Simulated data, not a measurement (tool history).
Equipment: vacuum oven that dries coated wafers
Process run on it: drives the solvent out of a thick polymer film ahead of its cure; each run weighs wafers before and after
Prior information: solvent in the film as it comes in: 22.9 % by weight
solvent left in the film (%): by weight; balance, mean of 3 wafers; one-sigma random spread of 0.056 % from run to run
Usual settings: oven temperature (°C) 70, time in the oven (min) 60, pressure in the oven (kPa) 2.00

Run 1, hour 0.0: usual settings. Result: solvent left in the film (%) 2.56.
Run 2, hour 12.2: usual settings. Result: solvent left in the film (%) 2.47.
Run 3, hour 24.8: usual settings but pressure in the oven (kPa) 2.41. Result: solvent left in the film (%) 2.59.
Run 4, hour 34.9: usual settings but time in the oven (min) 31. Result: solvent left in the film (%) 5.60.
Run 5, hour 45.5: usual settings but time in the oven (min) 31. Result: solvent left in the film (%) 5.64.
Run 6, hour 58.7: usual settings but time in the oven (min) 31. Result: solvent left in the film (%) 5.53.
Run 7, hour 68.5: usual settings but oven temperature (°C) 74. Result: solvent left in the film (%) 1.42.
Run 8, hour 79.4: usual settings but oven temperature (°C) 74. Result: solvent left in the film (%) 1.35.
Run 9, hour 94.4: usual settings but oven temperature (°C) 74. Result: solvent left in the film (%) 1.51.
Run 10, hour 105.4: usual settings but time in the oven (min) 103. Result: solvent left in the film (%) 1.36.
Run 11, hour 117.1: usual settings but pressure in the oven (kPa) 2.89. Result: solvent left in the film (%) 3.00.
Run 12, hour 126.1: usual settings but pressure in the oven (kPa) 2.89. Result: solvent left in the film (%) 2.95.
Run 13, hour 139.5: usual settings but pressure in the oven (kPa) 1.20. Result: solvent left in the film (%) 2.06.
Run 14, hour 152.2: usual settings but oven temperature (°C) 72. Result: solvent left in the film (%) 1.92.
At hour 155.0: oven's thermocouples calibrated.
Run 15, hour 161.2: usual settings but pressure in the oven (kPa) 4.48. Result: solvent left in the film (%) 3.84.
Run 16, hour 173.5: usual settings but pressure in the oven (kPa) 4.48. Result: solvent left in the film (%) 3.87.
Run 17, hour 183.3: usual settings but pressure in the oven (kPa) 4.48. Result: solvent left in the film (%) 3.90.
At hour 190.2: oven's thermocouples calibrated, once more.
Run 18, hour 199.4: usual settings but time in the oven (min) 105. Result: solvent left in the film (%) 1.45.
Run 19, hour 212.6: usual settings but time in the oven (min) 105. Result: solvent left in the film (%) 1.37.
Run 20, hour 225.4: usual settings but pressure in the oven (kPa) 4.35. Result: solvent left in the film (%) 3.79.
Run 21, hour 236.9: usual settings but oven temperature (°C) 83. Result: solvent left in the film (%) 0.78.
Run 22, hour 251.3: usual settings but oven temperature (°C) 83. Result: solvent left in the film (%) 0.75.
Run 23, hour 265.9: usual settings. Result: solvent left in the film (%) 2.45.
Run 24, hour 274.3: usual settings but time in the oven (min) 32, pressure in the oven (kPa) 1.36. Result: solvent left in the film (%) 5.34.
Run 25, hour 282.3: usual settings but time in the oven (min) 31, pressure in the oven (kPa) 1.82. Result: solvent left in the film (%) 5.78.
Run 26, hour 294.6: usual settings but oven temperature (°C) 65, time in the oven (min) 31, pressure in the oven (kPa) 2.70. Result: solvent left in the film (%) 9.09.
Run 27, hour 303.7: usual settings but oven temperature (°C) 65, time in the oven (min) 31, pressure in the oven (kPa) 2.70. Result: solvent left in the film (%) 8.98.
Run 28, hour 318.1: usual settings but oven temperature (°C) 60, time in the oven (min) 79, pressure in the oven (kPa) 3.48. Result: solvent left in the film (%) 6.83.
Run 29, hour 333.0: usual settings but oven temperature (°C) 60, time in the oven (min) 79, pressure in the oven (kPa) 3.48. Result: solvent left in the film (%) 7.02.
Run 30, hour 343.2: usual settings but oven temperature (°C) 60, time in the oven (min) 79, pressure in the oven (kPa) 3.48. Result: solvent left in the film (%) 7.01.
Run 31, hour 352.5: usual settings but oven temperature (°C) 59, time in the oven (min) 97, pressure in the oven (kPa) 5.61. Result: solvent left in the film (%) 8.19.
Run 32, hour 363.0: usual settings but oven temperature (°C) 67, time in the oven (min) 47, pressure in the oven (kPa) 2.82. Result: solvent left in the film (%) 5.44.
Run 33, hour 372.2: usual settings but oven temperature (°C) 84, time in the oven (min) 43, pressure in the oven (kPa) 5.61. Result: solvent left in the film (%) 2.03.
Run 34, hour 380.5: usual settings but oven temperature (°C) 64, time in the oven (min) 71, pressure in the oven (kPa) 2.91. Result: solvent left in the film (%) 5.02.
Run 35, hour 394.1: usual settings but oven temperature (°C) 73, time in the oven (min) 41, pressure in the oven (kPa) 1.36. Result: solvent left in the film (%) 2.70.
Run 36, hour 400.8: usual settings but oven temperature (°C) 69, pressure in the oven (kPa) 1.49. Result: solvent left in the film (%) 2.66.
Run 37, hour 411.8: usual settings but oven temperature (°C) 69, pressure in the oven (kPa) 1.49. Result: solvent left in the film (%) 2.75.
Run 38, hour 419.3: usual settings but time in the oven (min) 39. Result: solvent left in the film (%) 4.55.
Run 39, hour 428.7: usual settings but time in the oven (min) 39. Result: solvent left in the film (%) 4.57.
Run 40, hour 441.5: usual settings but oven temperature (°C) 66, time in the oven (min) 37, pressure in the oven (kPa) 1.20. Result: solvent left in the film (%) 6.64.
Run 41, hour 449.0: usual settings but oven temperature (°C) 66, time in the oven (min) 31, pressure in the oven (kPa) 7.16. Result: solvent left in the film (%) 10.83.
Run 42, hour 462.3: usual settings but oven temperature (°C) 72, time in the oven (min) 57. Result: solvent left in the film (%) 2.17.
Run 43, hour 471.8: usual settings but oven temperature (°C) 72, time in the oven (min) 57. Result: solvent left in the film (%) 2.09.
Run 44, hour 481.8: usual settings but oven temperature (°C) 72, time in the oven (min) 57. Result: solvent left in the film (%) 2.08.
Run 45, hour 488.0: usual settings but oven temperature (°C) 60, time in the oven (min) 42, pressure in the oven (kPa) 7.02. Result: solvent left in the film (%) 12.68.
Run 46, hour 501.0: usual settings but oven temperature (°C) 60, time in the oven (min) 42, pressure in the oven (kPa) 7.02. Result: solvent left in the film (%) 12.63.

Below, some changes in solvent left in the film (%) between adjacent runs. For each, the amount present without the hidden state too (settings, incoming material, random variation) and the amount remaining for the hidden state with gauge scatter not shared by both compared results:
The hidden state here: true wafer temperature over the reading, C; true pressure over the reading, kPa; drift of the gauge itself on solvent_pct, %.
Run 32 -> 33: oven temperature (°C) 67 -> 84, time in the oven (min) 47 -> 43, pressure in the oven (kPa) 2.82 -> 5.61. solvent left in the film (%) -3.41: hidden state -0.09, all else -3.32.
Run 33 -> 34: oven temperature (°C) 84 -> 64, time in the oven (min) 43 -> 71, pressure in the oven (kPa) 5.61 -> 2.91. solvent left in the film (%) +2.99: hidden state +0.11, all else +2.88.
Run 40 -> 41: time in the oven (min) 37 -> 31, pressure in the oven (kPa) 1.20 -> 7.16. solvent left in the film (%) +4.19: hidden state +0.01, all else +4.18.
Run 41 -> 42: oven temperature (°C) 66 -> 72, time in the oven (min) 31 -> 57, pressure in the oven (kPa) 7.16 -> 2.00. solvent left in the film (%) -8.66: hidden state -0.07, all else -8.59.
Run 44 -> 45: oven temperature (°C) 72 -> 60, time in the oven (min) 57 -> 42, pressure in the oven (kPa) 2.00 -> 7.02. solvent left in the film (%) +10.60: hidden state +0.10, all else +10.50.

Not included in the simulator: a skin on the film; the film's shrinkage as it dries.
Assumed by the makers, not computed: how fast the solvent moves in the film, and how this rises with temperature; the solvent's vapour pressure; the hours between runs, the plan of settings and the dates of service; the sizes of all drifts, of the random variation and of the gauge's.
